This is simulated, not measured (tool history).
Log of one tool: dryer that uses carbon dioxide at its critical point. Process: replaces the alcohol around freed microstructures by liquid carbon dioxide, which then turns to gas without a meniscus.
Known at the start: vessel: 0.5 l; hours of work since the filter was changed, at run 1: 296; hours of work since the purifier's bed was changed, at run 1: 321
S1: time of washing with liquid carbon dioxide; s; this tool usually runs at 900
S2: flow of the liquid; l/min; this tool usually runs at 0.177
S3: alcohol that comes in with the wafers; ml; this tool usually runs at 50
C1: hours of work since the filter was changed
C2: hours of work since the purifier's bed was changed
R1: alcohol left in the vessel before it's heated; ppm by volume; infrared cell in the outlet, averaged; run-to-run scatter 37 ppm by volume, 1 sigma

run   hour    S1     S2   S3   C1   C2     R1
  1    0.0   900  0.177   50  296  321   3777
  2    8.9   900  0.177  116  302  327   8617
  3   30.1   900  0.177  116  318  342   9020
  4   39.1   900  0.177   50  324  349   3899
  5   55.5   900  0.177   50  336  360   3964
  6   77.1   900  0.177   50  351  376   3997
  7   90.0   900  0.177   50  360  385   4102
  8  107.8   900  0.265   50  373  397    839
  9  120.6   900  0.265   50  382  407    875
 10  130.9   900  0.177   50  389  414   4221
 11  144.5   900  0.177   50  399  424   4223
 12  157.0   900  0.177   50  408  432   4389
 13  167.2   900  0.177   27  415  440   2422
 14  177.7   900  0.177   27  422  447   2413
     182.0  -- inlet filter changed
 15  189.4   900  0.177   50    5  455   2557
 16  205.7   900  0.177   50   17  466   2528
 17  220.9  1440  0.177   50   28  477    333
 18  242.7   900  0.177   50   43  492   2651
 19  264.4   900  0.177   50   58  508   2722
 20  284.3   660  0.177   50   73  522   7082
 21  297.7   660  0.177   50   82  532   7346
 22  313.4   900  0.177   50   93  543   2838
 23  333.0   900  0.177   50  107  557   2938
 24  351.0   900  0.177   50  120  569   2961
 25  359.9   600  0.190   23  126  576   3656
 26  375.8  1320  0.177   99  138  587   1200
 27  387.1  1320  0.177   99  146  595   1182
 28  407.7   660  0.177   55  160  610   8568
 29  418.9  1200  0.177   65  168  617   1303
 30  429.0  1200  0.158   59  175  625   1977
 31  448.4  1200  0.158   59  189  638   2015
 32  463.8   840  0.177   93  200  649   7678
 33  485.6  1140  0.125   93  215  665   9087
 34  505.0  1140  0.125   93  229  679   9116
 35  526.2  1140  0.125   93  244  694   9233
 36  546.4  1140  0.125   77  259  708   7719
 37  563.1   540  0.119   25  270  720  13280
 38  582.2   540  0.119   25  284  733  13204
 39  601.5   780  0.122   50  298  747  14615
 40  612.1  1320  0.124  119  305  755   8235
 41  633.3  1320  0.124  119  320  770   8330
 42  648.5  1320  0.124  119  331  780   8406
 43  666.0   900  0.123   53  343  793  11119
 44  676.8   780  0.177   50  351  800   6052
 45  686.1   900  0.119   50  358  807  11790

Alternative continuations, all from the tool just after run 45; predict every row:
  A  701.1   720  0.119  50  368  818   ?
  B  701.1   900  0.119  23  368  818   ?
  C  701.1   900  0.229  50  368  818   ?
  D  701.1  1380  0.206  50  368  818   ?

run     R1
  A  18079
  B   5347
  C   1669
  D    369
Take away the tool's hidden state, keep each run's random variation, and the runs would have read:
run     R1
  A  13675
  B   3749
  C    833
  D    123
